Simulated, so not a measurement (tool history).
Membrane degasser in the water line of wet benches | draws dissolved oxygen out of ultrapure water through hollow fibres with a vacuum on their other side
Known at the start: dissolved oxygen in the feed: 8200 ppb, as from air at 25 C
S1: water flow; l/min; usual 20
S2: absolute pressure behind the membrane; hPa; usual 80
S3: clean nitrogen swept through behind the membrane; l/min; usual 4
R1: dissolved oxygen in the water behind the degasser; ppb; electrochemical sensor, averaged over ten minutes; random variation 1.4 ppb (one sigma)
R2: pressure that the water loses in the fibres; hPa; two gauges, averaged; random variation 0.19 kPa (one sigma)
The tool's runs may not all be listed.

run	hour	S1	S2	S3	R1	R2
1	0	20	80	4	139.7	403.8
2	100.6	20	80	4.24	137.2	404.5
3	174.6	20	80	4	140.9	402.7
4	242.5	20	80	4	142.3	406
5	372.3	20	80	1.63	217.7	404
6	483	20	80	1.63	221.6	402.5
7	599.4	20	80	1.63	221.6	407.1
8	724.2	25	56.8	8.22	192	506.6
9	796.6	18	129.1	2.88	204.6	366.8
# hour 805.3: vacuum gauge calibrated
10	888.1	17	132.6	2.38	220	343.7
11	1003.1	17	132.6	2.38	218.9	346.4
12	1065.1	17	132.6	2.38	218.8	346.2
13	1179.2	17	132.6	2.38	216.7	342.9
14	1278.1	18	132.6	2.38	236.1	365.7

Some steps in R1 between neighbouring runs. How much of each would the tool show without its hidden state too (settings, what came in, random variation), and how much is left for the hidden state, with any gauge scatter that isn't in both results?
The hidden state here: membrane still open, %; true pressure behind the membrane over the reading, kPa; air that leaks in behind the membrane, l/min; drift of the gauge itself on oxygen_ppb, %; drift of the gauge itself on loss_of_pressure_kpa, %.
Run 4 -> 5: S3 4 -> 1.63. R1 +75.4 ppb: hidden state +2.1, all else +73.3.
Run 8 -> 9: S1 25 -> 18, S2 56.8 -> 129.1, S3 8.22 -> 2.88. R1 +12.6 ppb: hidden state -6.1, all else +18.7.
